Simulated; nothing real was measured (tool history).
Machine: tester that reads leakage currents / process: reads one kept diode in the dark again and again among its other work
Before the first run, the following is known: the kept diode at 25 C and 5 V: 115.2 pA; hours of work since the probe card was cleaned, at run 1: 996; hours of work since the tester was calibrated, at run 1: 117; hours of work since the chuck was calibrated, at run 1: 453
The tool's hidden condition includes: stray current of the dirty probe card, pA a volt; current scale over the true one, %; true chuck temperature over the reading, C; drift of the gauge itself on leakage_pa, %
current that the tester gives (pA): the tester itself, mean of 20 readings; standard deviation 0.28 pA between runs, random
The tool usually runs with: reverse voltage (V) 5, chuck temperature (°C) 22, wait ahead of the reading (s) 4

run,hour,reverse voltage (V),chuck temperature (°C),wait ahead of the reading (s),hours of work since the probe card was cleaned,hours of work since the tester was calibrated,hours of work since the chuck was calibrated,current that the tester gives (pA)
1,0,5,22,4,996,117,453,102.5
2,74.4,5,22,4,1053,175,511,103.79
3,248.5,5,22,4,1189,310,646,104.85
4,357.4,5,22,4,1273,395,730,106.65
# hour 496.2: probe card cleaned and baked
5,523.9,5,57,4,22,522,857,1095.15
6,670.5,5,57,4,135,635,971,1104.54
7,792.4,5,22,4,230,730,1066,100.68
8,947.2,5,22,4,350,850,1186,102.46
9,1039.9,5,22,4,422,922,1258,103.63
10,1170.5,5,22,4.8,523,1024,1359,104.83
11,1290.2,5,22,6.16,616,1116,1452,105.98
# hour 1326.5: chuck's temperature calibrated
12,1421.7,5,22,6.16,717,1217,74,98.77
13,1562.2,5,22,6.16,826,1326,183,100.62
14,1716.6,5,22,6.16,946,1446,303,102.48
15,1878.3,5,22,6.16,1071,1571,428,103.87
16,1991.3,5,22,6.16,1159,1659,516,104.9
17,2090.5,5,22,4,1236,1736,593,106.96
18,2175.3,5,45,4,1302,1802,659,511.83
# hour 2281.6: probe card cleaned and baked
19,2302.4,2.11,50,4,16,1898,755,443.4
20,2400.2,1.23,50,4,92,1974,831,332.29
21,2504.6,14.58,23,4,173,2055,912,192.75
22,2584.5,2.5,27,0.37,235,2117,974,102.72
23,2679,2.5,27,0.37,308,2191,1048,103.24
24,2832,2.5,40,0.37,427,2309,1166,258.29
25,2969.9,4.68,27,4,534,2416,1273,145.4
26,3063.1,1.81,30,0.8,607,2489,1346,109.13
27,3173.3,1.81,30,0.8,692,2574,1431,109.68
# hour 3241.6: chuck's temperature calibrated
28,3321.3,1.97,31,2.48,805,2688,62,112.8
29,3482.8,1.97,31,2.48,931,2813,187,113.55
30,3573.3,1.97,20,2.74,1001,2883,258,51.61
31,3645.1,5,58,3.52,1057,2939,313,1136.02
32,3786.6,12.01,27,2.56,1167,3049,423,245.5
33,3953.1,1.27,27,1.44,1296,3178,552,69.68
34,4028.4,5.31,22,2.69,1354,3236,611,110.79
# hour 4067.7: probe card cleaned and baked
# hour 4069.7: tester calibrated
35,4111.5,10.54,51,8.09,32,32,671,1099.63

3 options for the next run, each taken on its own from the tool as it stands now. Forecast them:
A,4221.1,1.68,52,8.09,118,118,756,?
B,4221.1,5,22,0.37,118,118,756,?
C,4221.1,12.02,27,1.42,118,118,756,?

run,current that the tester gives (pA)
A,437.75
B,100.87
C,228.39
Without the tool's hidden state the same runs would have given:
run,current that the tester gives (pA)
A,424.26
B,96.39
C,218.05
